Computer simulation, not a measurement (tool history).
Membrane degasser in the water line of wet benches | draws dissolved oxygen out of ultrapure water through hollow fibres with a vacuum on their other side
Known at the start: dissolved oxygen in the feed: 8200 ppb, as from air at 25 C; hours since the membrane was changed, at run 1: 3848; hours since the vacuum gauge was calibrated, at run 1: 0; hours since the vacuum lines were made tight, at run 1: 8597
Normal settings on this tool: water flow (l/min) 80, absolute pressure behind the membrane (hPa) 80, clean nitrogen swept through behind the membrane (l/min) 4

run    hour  water flow (l/min)  absolute pressure behind the membrane (hPa)  clean nitrogen swept through behind the membrane (l/min)  hours since the membrane was changed  hours since the vacuum gauge was calibrated  hours since the vacuum lines were made tight  dissolved oxygen in the water behind the degasser (ppb)  pressure that the water loses in the fibres (hPa)
  1       0                  80                                           80                                                         4                                  3848                                            0                                          8597                                                    211.6                                                459
  2   149.8                  80                                           80                                                         4                                  3998                                          150                                          8747                                                    210.9                                              457.2
  3   331.4                  80                                           80                                                         4                                  4180                                          331                                          8928                                                    211.6                                              456.2
  4   515.9                  80                                           80                                                         4                                  4364                                          516                                          9113                                                    208.5                                              458.4
  5   611.6                  80                                           80                                                         4                                  4460                                          612                                          9209                                                    210.7                                                457
      622.2  -- seals of the vacuum lines changed
  6   748.8                  80                                           80                                                         4                                  4595                                          747                                           127                                                    209.5                                              458.4
  7   887.1                  62                                           80                                                         4                                  4733                                          885                                           265                                                    166.3                                              354.1
  8     984                  62                                           80                                                         4                                  4830                                          982                                           362                                                    166.7                                              358.8
  9  1139.1                  62                                           80                                                         4                                  4985                                         1137                                           517                                                    167.8                                              357.9
 10  1252.9                  80                                           80                                                         4                                  5099                                         1251                                           631                                                    208.8                                              458.2
 11  1407.3                  80                                           80                                                         4                                  5254                                         1405                                           785                                                    211.6                                              459.3
 12    1563                  80                                           80                                                         4                                  5409                                         1561                                           941                                                    207.9                                              457.6
 13  1705.9                  80                                           80                                                         4                                  5552                                         1704                                          1084                                                    208.3                                              462.2
 14    1795                  80                                           80                                                         4                                  5641                                         1793                                          1173                                                    207.4                                                459
 15  1939.6                  80                                           80                                                         4                                  5786                                         1938                                          1317                                                    207.5                                              462.3
 16  2033.6                  80                                           80                                                         4                                  5880                                         2032                                          1411                                                    209.1                                              459.3
 17  2175.1                 124                                         88.1                                                      8.42                                  6021                                         2173                                          1553                                                    192.9                                              709.3
 18  2296.9                 111                                        140.2                                                      8.42                                  6143                                         2295                                          1675                                                    319.3                                              635.1
 19  2381.2                  57                                          150                                                      8.42                                  6227                                         2379                                          1759                                                    185.2                                              328.5
 20  2561.9                  71                                         58.2                                                       4.1                                  6408                                         2560                                          1940                                                    100.5                                              407.4
 21    2648                  93                                           80                                                         4                                  6494                                         2646                                          2026                                                    237.2                                                535
 22    2758                  68                                        102.9                                                         4                                  6604                                         2756                                          2136                                                    260.4                                              393.2
 23  2876.6                  68                                        102.9                                                         4                                  6723                                         2875                                          2254                                                    259.7                                              390.5
 24  3016.3                  68                                        102.9                                                         4                                  6862                                         3014                                          2394                                                    258.7                                              391.7
 25  3140.4                  67                                         54.5                                                         4                                  6987                                         3138                                          2518                                                     83.5                                              385.6
 26  3233.3                 112                                         54.5                                                         4                                  7079                                         3231                                          2611                                                    136.4                                              642.8
 27  3332.2                  60                                           80                                                      3.69                                  7178                                         3330                                          2710                                                    170.5                                              343.2
 28    3449                  60                                           80                                                      3.69                                  7295                                         3447                                          2827                                                    168.8                                              345.1
     3501.9  -- gauge calibrated
 29  3610.7                  81                                        120.3                                                      7.45                                  7457                                         3609                                          2988                                                    221.4                                              463.5
 30  3758.2                  81                                        120.3                                                       1.8                                  7604                                         3756                                          3136                                                    725.3                                              466.8
 31    3866                  57                                        109.4                                                       1.8                                  7712                                         3864                                          3244                                                    484.8                                              324.5
 32  3964.1                  57                                        109.4                                                       1.8                                  7810                                         3962                                          3342                                                    489.3                                              331.2

Below, some changes in dissolved oxygen in the water behind the degasser (ppb) between adjacent runs. For each, the amount present without the hidden state too (settings, incoming material, random variation) and the amount remaining for the hidden state with gauge scatter not shared by both compared results:
Hidden conditions of the tool in this case: membrane still open, %; true pressure behind the membrane over the reading, kPa; air that leaks in behind the membrane, l/min; drift of the gauge itself on oxygen_ppb, %; drift of the gauge itself on loss_of_pressure_kpa, %.
Run 20 -> 21: water flow (l/min) 71 -> 93, absolute pressure behind the membrane (hPa) 58.2 -> 80, clean nitrogen swept through behind the membrane (l/min) 4.1 -> 4. dissolved oxygen in the water behind the degasser (ppb) +136.7: hidden state -3.2, all else +139.9.
Run 24 -> 25: water flow (l/min) 68 -> 67, absolute pressure behind the membrane (hPa) 102.9 -> 54.5. dissolved oxygen in the water behind the degasser (ppb) -175.2: hidden state +4.4, all else -179.6.
Run 28 -> 29: water flow (l/min) 60 -> 81, absolute pressure behind the membrane (hPa) 80 -> 120.3, clean nitrogen swept through behind the membrane (l/min) 3.69 -> 7.45, gauge calibrated. dissolved oxygen in the water behind the degasser (ppb) +52.6: hidden state +4.9, all else +47.7.
Run 29 -> 30: clean nitrogen swept through behind the membrane (l/min) 7.45 -> 1.8. dissolved oxygen in the water behind the degasser (ppb) +503.9: hidden state -1.2, all else +505.1.
Run 30 -> 31: water flow (l/min) 81 -> 57, absolute pressure behind the membrane (hPa) 120.3 -> 109.4. dissolved oxygen in the water behind the degasser (ppb) -240.5: hidden state +0.1, all else -240.6.
